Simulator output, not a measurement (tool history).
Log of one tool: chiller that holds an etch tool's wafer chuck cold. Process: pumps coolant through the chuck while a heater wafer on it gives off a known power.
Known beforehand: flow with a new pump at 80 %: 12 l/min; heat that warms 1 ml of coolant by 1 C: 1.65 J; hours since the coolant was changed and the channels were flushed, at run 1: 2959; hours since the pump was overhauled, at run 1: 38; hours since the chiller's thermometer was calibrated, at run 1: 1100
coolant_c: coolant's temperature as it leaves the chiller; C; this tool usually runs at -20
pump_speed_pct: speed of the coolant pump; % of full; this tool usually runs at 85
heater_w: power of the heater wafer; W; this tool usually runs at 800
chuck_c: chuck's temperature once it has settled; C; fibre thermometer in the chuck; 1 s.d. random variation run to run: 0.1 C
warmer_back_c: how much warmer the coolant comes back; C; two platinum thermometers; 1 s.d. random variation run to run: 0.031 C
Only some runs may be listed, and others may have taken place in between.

| run | hour | coolant_c | pump_speed_pct | heater_w | hours since the coolant was changed and the channels were flushed | hours since the pump was overhauled | hours since the chiller's thermometer was calibrated | chuck_c | warmer_back_c |
|---|---|---|---|---|---|---|---|---|---|
| 1 | 0.0 | -20 | 85 | 800 | 2959 | 38 | 1100 | -10.9 | 2.29 |
| 2 | 66.0 | -20 | 97 | 800 | 3025 | 104 | 1166 | -11.9 | 2.05 |
| 3 | 123.7 | -20 | 85 | 800 | 3083 | 162 | 1224 | -10.7 | 2.30 |
| 4 | 164.6 | -20 | 62 | 800 | 3124 | 202 | 1264 | -8.0 | 3.11 |
| 5 | 227.8 | -20 | 62 | 800 | 3187 | 266 | 1328 | -8.0 | 3.20 |
| 6 | 268.3 | -20 | 85 | 535 | 3228 | 306 | 1368 | -13.6 | 1.52 |
| 7 | 327.9 | -20 | 85 | 696 | 3287 | 366 | 1428 | -12.0 | 2.00 |
| 8 | 362.9 | -25 | 85 | 800 | 3322 | 401 | 1463 | -15.7 | 2.34 |
| 9 | 397.1 | -25 | 85 | 800 | 3356 | 435 | 1497 | -15.7 | 2.30 |
| 10 | 464.2 | -25 | 85 | 800 | 3423 | 502 | 1564 | -15.4 | 2.33 |
| 11 | 496.1 | -25 | 85 | 800 | 3455 | 534 | 1596 | -15.6 | 2.28 |
| 12 | 525.7 | -25 | 85 | 800 | 3485 | 564 | 1626 | -15.5 | 2.32 |
|  | 536.5 | coolant pump overhauled |
| 13 | 567.1 | -20 | 85 | 800 | 3521 | 31 | 1662 | -10.3 | 2.33 |
| 14 | 596.8 | -17 | 85 | 800 | 3551 | 60 | 1692 | -7.4 | 2.39 |
|  | 644.3 | coolant pump overhauled, once more |
| 15 | 666.1 | -17 | 85 | 800 | 3615 | 22 | 1756 | -7.7 | 2.26 |
| 16 | 705.8 | -17 | 85 | 800 | 3655 | 62 | 1796 | -7.7 | 2.27 |
| 17 | 764.1 | -20 | 65 | 712 | 3713 | 120 | 1854 | -9.5 | 2.63 |
| 18 | 834.4 | -20 | 65 | 712 | 3784 | 190 | 1924 | -9.4 | 2.66 |
| 19 | 865.1 | -20 | 65 | 712 | 3814 | 221 | 1955 | -9.6 | 2.66 |
| 20 | 927.8 | -29 | 64 | 712 | 3877 | 284 | 2018 | -18.0 | 2.70 |
| 21 | 995.2 | -23 | 85 | 723 | 3944 | 351 | 2085 | -14.1 | 2.06 |
| 22 | 1040.1 | -23 | 85 | 723 | 3989 | 396 | 2130 | -14.2 | 2.07 |
|  | 1105.6 | chiller's thermometer calibrated |
| 23 | 1105.6 | -24 | 85 | 876 | 4054 | 460 | 0 | -13.8 | 2.53 |
| 24 | 1139.6 | -16 | 65 | 577 | 4088 | 494 | 34 | -7.3 | 2.13 |
| 25 | 1210.9 | -16 | 65 | 577 | 4159 | 566 | 105 | -7.5 | 2.22 |
| 26 | 1247.9 | -16 | 65 | 577 | 4196 | 603 | 142 | -7.4 | 2.21 |
| 27 | 1285.5 | -27 | 74 | 1076 | 4234 | 640 | 180 | -12.7 | 3.59 |
| 28 | 1325.4 | -27 | 74 | 1076 | 4274 | 680 | 220 | -12.7 | 3.56 |
| 29 | 1360.0 | -27 | 74 | 1076 | 4308 | 715 | 254 | -12.5 | 3.55 |
| 30 | 1423.4 | -27 | 74 | 1076 | 4372 | 778 | 318 | -12.5 | 3.56 |
| 31 | 1464.8 | -21 | 92 | 520 | 4413 | 819 | 359 | -14.9 | 1.36 |
| 32 | 1495.1 | -14 | 81 | 838 | 4443 | 850 | 390 | -3.4 | 2.56 |

Forecast each of these 4 alternatives for the next run:
| A | 1528.6 | -15 | 85 | 800 | 4477 | 883 | 423 | ? | ? |
| B | 1528.6 | -14 | 85 | 800 | 4477 | 883 | 423 | ? | ? |
| C | 1528.6 | -14 | 67 | 547 | 4477 | 883 | 423 | ? | ? |
| D | 1528.6 | -20 | 78 | 838 | 4477 | 883 | 423 | ? | ? |

| run | chuck_c | warmer_back_c |
|---|---|---|
| A | -5.1 | 2.32 |
| B | -4.2 | 2.32 |
| C | -6.0 | 1.99 |
| D | -9.1 | 2.68 |
Had the tool no hidden state, the same runs would have come out as:
| run | chuck_c | warmer_back_c |
|---|---|---|
| A | -7.3 | 2.29 |
| B | -6.4 | 2.28 |
| C | -7.8 | 1.96 |
| D | -11.5 | 2.63 |

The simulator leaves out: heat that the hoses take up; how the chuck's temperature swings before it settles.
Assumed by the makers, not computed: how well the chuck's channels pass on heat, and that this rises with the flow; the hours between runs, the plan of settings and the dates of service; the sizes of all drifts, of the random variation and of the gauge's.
